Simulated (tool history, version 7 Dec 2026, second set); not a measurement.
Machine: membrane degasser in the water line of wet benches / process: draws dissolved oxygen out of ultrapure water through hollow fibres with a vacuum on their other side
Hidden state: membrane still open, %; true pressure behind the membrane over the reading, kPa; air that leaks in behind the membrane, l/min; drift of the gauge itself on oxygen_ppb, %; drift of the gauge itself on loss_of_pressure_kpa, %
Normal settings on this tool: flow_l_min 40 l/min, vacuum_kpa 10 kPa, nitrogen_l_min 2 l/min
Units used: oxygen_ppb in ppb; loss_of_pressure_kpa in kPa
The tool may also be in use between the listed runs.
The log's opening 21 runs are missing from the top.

run    hour  flow_l_min  vacuum_kpa  nitrogen_l_min  hours since the membrane was changed  hours since the vacuum gauge was calibrated  hours since the vacuum lines were made tight  oxygen_ppb  loss_of_pressure_kpa
 22  1588.1          39        20.2            4.61                                  4072                                         3192                                          6575       331.9                 65.64
 23  1668.5          59        12.2            3.17                                  4153                                         3272                                          6655       381.7                 99.24
 24  1733.8          33        12.4            1.11                                  4218                                         3337                                          6721       549.8                 55.51
 25  1793.6          33        12.4            1.11                                  4278                                         3397                                          6780       545.6                  55.6
 26    1846          33        12.4            1.11                                  4330                                         3449                                          6833       542.4                 55.46
 27  1916.8          32          10            1.41                                  4401                                         3520                                          6903       330.6                 54.01
 28  1981.9          32          10            1.41                                  4466                                         3585                                          6969       329.8                 53.57
 29  2081.2          51        24.1            5.61                                  4566                                         3685                                          7068       441.1                 86.02
 30  2164.1          51        24.1            5.61                                  4648                                         3768                                          7151       438.9                 86.05
 31  2227.6          34        24.1            5.61                                  4712                                         3831                                          7214       295.3                 57.24

Each row is a separate what-if for the run after 31, all from the same tool condition, not one after another. Results?
  A  2325          46          10            2.05                                  4809                                         3928                                          7312           ?                     ?
  B  2325          26          17               2                                  4809                                         3928                                          7312           ?                     ?
  C  2325          34        24.1            3.12                                  4809                                         3928                                          7312           ?                     ?
  D  2325          34         8.5            3.97                                  4809                                         3928                                          7312           ?                     ?

run  oxygen_ppb  loss_of_pressure_kpa
  A       331.4                 77.75
  B       399.4                 43.81
  C       511.4                  57.4
  D       108.2                  57.6
What these runs would have given with no unlogged condition in the tool:
run  oxygen_ppb  loss_of_pressure_kpa
  A       331.2                 76.19
  B       399.2                 42.93
  C       511.3                 56.25
  D       108.1                 56.45

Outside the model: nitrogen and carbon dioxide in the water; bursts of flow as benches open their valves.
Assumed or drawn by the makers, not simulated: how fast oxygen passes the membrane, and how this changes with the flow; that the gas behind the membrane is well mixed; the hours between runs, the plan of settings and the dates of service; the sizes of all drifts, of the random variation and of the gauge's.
